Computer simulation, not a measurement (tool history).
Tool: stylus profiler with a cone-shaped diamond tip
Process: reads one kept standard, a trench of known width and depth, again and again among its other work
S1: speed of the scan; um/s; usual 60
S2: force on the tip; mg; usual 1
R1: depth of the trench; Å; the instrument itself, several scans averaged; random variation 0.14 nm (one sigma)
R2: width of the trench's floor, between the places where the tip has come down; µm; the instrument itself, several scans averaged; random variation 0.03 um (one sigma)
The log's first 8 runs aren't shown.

{"run": 9, "day": 32.762, "S1": 25, "S2": 1, "R1": 5045.9, "R2": 47.11}
{"run": 10, "day": 36.692, "S1": 25, "S2": 1, "R1": 5047.3, "R2": 47.06}
{"run": 11, "day": 40.025, "S1": 60, "S2": 1, "R1": 5046, "R2": 46.97}
{"run": 12, "day": 44.162, "S1": 60, "S2": 1, "R1": 5046.2, "R2": 46.9}
{"run": 13, "day": 49.967, "S1": 60, "S2": 1, "R1": 5050.4, "R2": 46.91}
{"run": 14, "day": 55.442, "S1": 195, "S2": 1, "R1": 5049.5, "R2": 46.35}
{"run": 15, "day": 60.338, "S1": 195, "S2": 1, "R1": 5052.4, "R2": 46.29}
{"run": 16, "day": 64.008, "S1": 195, "S2": 1, "R1": 5052.4, "R2": 46.29}
{"run": 17, "day": 68.821, "S1": 60, "S2": 2.86, "R1": 5083.2, "R2": 46.94}
{"run": 18, "day": 73.883, "S1": 60, "S2": 2.03, "R1": 5073.1, "R2": 46.91}
{"run": 19, "day": 76.504, "S1": 60, "S2": 2.03, "R1": 5074.9, "R2": 46.87}
{"day": 78.254, "done": "height scale calibrated on a step standard"}
{"run": 20, "day": 82.117, "S1": 60, "S2": 1, "R1": 5065.7, "R2": 46.81}
{"run": 21, "day": 86.067, "S1": 119, "S2": 2.05, "R1": 5083.9, "R2": 46.71}
{"run": 22, "day": 89.608, "S1": 68, "S2": 1.36, "R1": 5074.2, "R2": 46.8}
{"run": 23, "day": 92.162, "S1": 30, "S2": 2.75, "R1": 5092.9, "R2": 46.93}
{"run": 24, "day": 96.758, "S1": 199, "S2": 1.86, "R1": 5086, "R2": 46.43}
{"run": 25, "day": 100.579, "S1": 192, "S2": 0.81, "R1": 5067.2, "R2": 46.14}
{"run": 26, "day": 104.204, "S1": 192, "S2": 0.81, "R1": 5066.3, "R2": 46.2}
{"run": 27, "day": 108.188, "S1": 49, "S2": 1.52, "R1": 5081.7, "R2": 46.75}
{"day": 111.733, "done": "height scale calibrated on a step standard, once more"}
{"run": 28, "day": 114.121, "S1": 156, "S2": 1.09, "R1": 5033.2, "R2": 46.38}
{"run": 29, "day": 118.146, "S1": 70, "S2": 2.09, "R1": 5047.8, "R2": 46.77}
{"run": 30, "day": 124.288, "S1": 18, "S2": 0.67, "R1": 5025.9, "R2": 46.85}
{"run": 31, "day": 128.804, "S1": 18, "S2": 0.67, "R1": 5027.6, "R2": 46.81}
{"run": 32, "day": 133.054, "S1": 61, "S2": 1.29, "R1": 5040.7, "R2": 46.65}
{"run": 33, "day": 138.367, "S1": 19, "S2": 0.36, "R1": 5020.9, "R2": 46.8}

The next listed run, before its measurement:
{"run": 34, "day": 142.312, "S1": 118, "S2": 2.33, "R1": "?", "R2": "?"}

Run 34 gave R1 5060.4 Å, R2 46.58 µm.
Without the tool's hidden state the same run would have given R1 5052.1 Å, R2 47.06 µm.
